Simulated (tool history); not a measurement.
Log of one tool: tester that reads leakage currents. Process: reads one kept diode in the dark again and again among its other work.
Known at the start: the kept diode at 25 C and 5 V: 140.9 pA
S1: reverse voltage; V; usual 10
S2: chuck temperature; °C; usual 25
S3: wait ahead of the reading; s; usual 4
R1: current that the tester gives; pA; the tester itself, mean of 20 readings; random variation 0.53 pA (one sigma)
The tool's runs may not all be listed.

run	hour	S1	S2	S3	R1
1	0	10	25	4	175.34
2	75.8	10	25	4	175.94
3	149.4	10	25	4	174.85
4	247.4	10	25	4	177.14
5	324.5	10	25	4	176.28
6	406.7	10	25	4	175.51
7	502.5	1	31	1.07	138.72
8	577.3	1	31	1.07	138.95
9	652.2	1	31	1.07	138.52
10	749.5	1	31	1.07	138.62
11	880.9	1	31	1.07	138.42

4 ways to go on from here, each from the tool as it stands after run 11. What would each give?
A	990.3	1.4	24	1.07	?
B	990.3	1	26	1.07	?
C	990.3	2.3	42	1.64	?
D	990.3	10	25	3.89	?

run	R1
A	87.47
B	92.81
C	416.88
D	176.25
Without the tool's hidden state the same runs would have given:
run	R1
A	87.48
B	92.83
C	416.99
D	176.05
